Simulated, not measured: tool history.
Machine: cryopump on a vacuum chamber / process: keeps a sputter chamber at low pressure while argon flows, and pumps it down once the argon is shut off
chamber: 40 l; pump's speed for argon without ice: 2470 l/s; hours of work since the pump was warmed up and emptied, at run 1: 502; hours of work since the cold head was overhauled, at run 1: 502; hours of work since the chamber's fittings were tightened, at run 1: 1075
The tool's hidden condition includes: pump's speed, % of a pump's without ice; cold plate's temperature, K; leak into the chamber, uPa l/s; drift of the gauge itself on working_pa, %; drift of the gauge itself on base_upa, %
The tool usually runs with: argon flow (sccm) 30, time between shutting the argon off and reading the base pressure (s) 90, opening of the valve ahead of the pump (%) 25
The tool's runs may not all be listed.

run	hour	argon flow (sccm)	time between shutting the argon off and reading the base pressure (s)	opening of the valve ahead of the pump (%)	hours of work since the pump was warmed up and emptied	hours of work since the cold head was overhauled	hours of work since the chamber's fittings were tightened	pressure while argon flows (Pa)	pressure after the wait (uPa)
1	0.0	30	90	25	502	502	1075	0.0842	0.58
2	21.5	30	90	25	515	515	1088	0.0842	0.59
3	48.2	30	90	25	532	532	1105	0.0846	0.60
4	84.3	30	90	25	555	555	1128	0.0843	0.60
5	109.4	30	90	25	571	571	1144	0.0848	0.60
6	144.8	30	27	25	593	593	1166	0.0845	1.32
7	180.4	30	27	25	616	616	1189	0.0848	1.37
8	223.6	30	27	57	643	643	1216	0.0389	1.32
# hour 267.4: pump warmed up, emptied and cooled again
9	267.4	43	27	57	0	668	1240	0.0520	1.30
10	290.1	24	27	57	14	682	1255	0.0288	1.32
11	329.9	24	27	57	39	707	1280	0.0293	1.33
12	349.8	56	90	25	52	720	1293	0.1542	0.62
13	392.2	56	90	25	79	746	1319	0.1545	0.60
14	427.0	56	90	25	101	768	1341	0.1541	0.60
15	451.3	56	49	25	116	784	1357	0.1544	0.86
16	480.9	56	49	25	135	802	1375	0.1543	0.87
17	510.1	30	90	25	153	821	1394	0.0830	0.60
18	547.9	30	90	25	177	845	1418	0.0831	0.62
19	570.0	30	28	25	191	859	1432	0.0830	1.32
20	611.5	30	28	25	217	885	1458	0.0831	1.31
21	651.6	30	28	25	243	910	1483	0.0835	1.34
22	688.7	30	28	25	266	934	1507	0.0834	1.29
23	731.4	30	28	25	293	961	1534	0.0835	1.30
# hour 751.2: leaking fittings of the chamber tightened, without venting
24	761.3	30	28	25	311	978	6	0.0837	1.14
25	784.8	30	28	25	326	993	21	0.0841	1.12
26	806.3	29	207	23	339	1007	35	0.0877	0.30
27	841.0	30	90	29	361	1029	57	0.0722	0.48
28	883.0	30	75	47	388	1055	83	0.0455	0.56
29	908.1	17	85	19	404	1071	99	0.0628	0.52
30	927.9	17	85	19	416	1084	112	0.0625	0.50
31	958.2	17	85	19	435	1103	131	0.0626	0.52
32	994.8	17	85	19	458	1126	154	0.0625	0.53
33	1025.7	46	34	27	478	1145	173	0.1202	1.04
34	1070.2	45	183	60	506	1174	202	0.0549	0.35

3 options for the next run, each taken on its own from the tool as it stands now. Forecast them:
A	1104.4	39	292	60	528	1195	223	?	?
B	1104.4	30	117	23	528	1195	223	?	?
C	1104.4	18	28	60	528	1195	223	?	?

run	pressure while argon flows (Pa)	pressure after the wait (uPa)
A	0.0478	0.30
B	0.0915	0.42
C	0.0219	1.21
Stripped of hidden state, with their random variation kept, the same runs would have yielded:
run	pressure while argon flows (Pa)	pressure after the wait (uPa)
A	0.0444	0.22
B	0.0890	0.35
C	0.0203	1.13
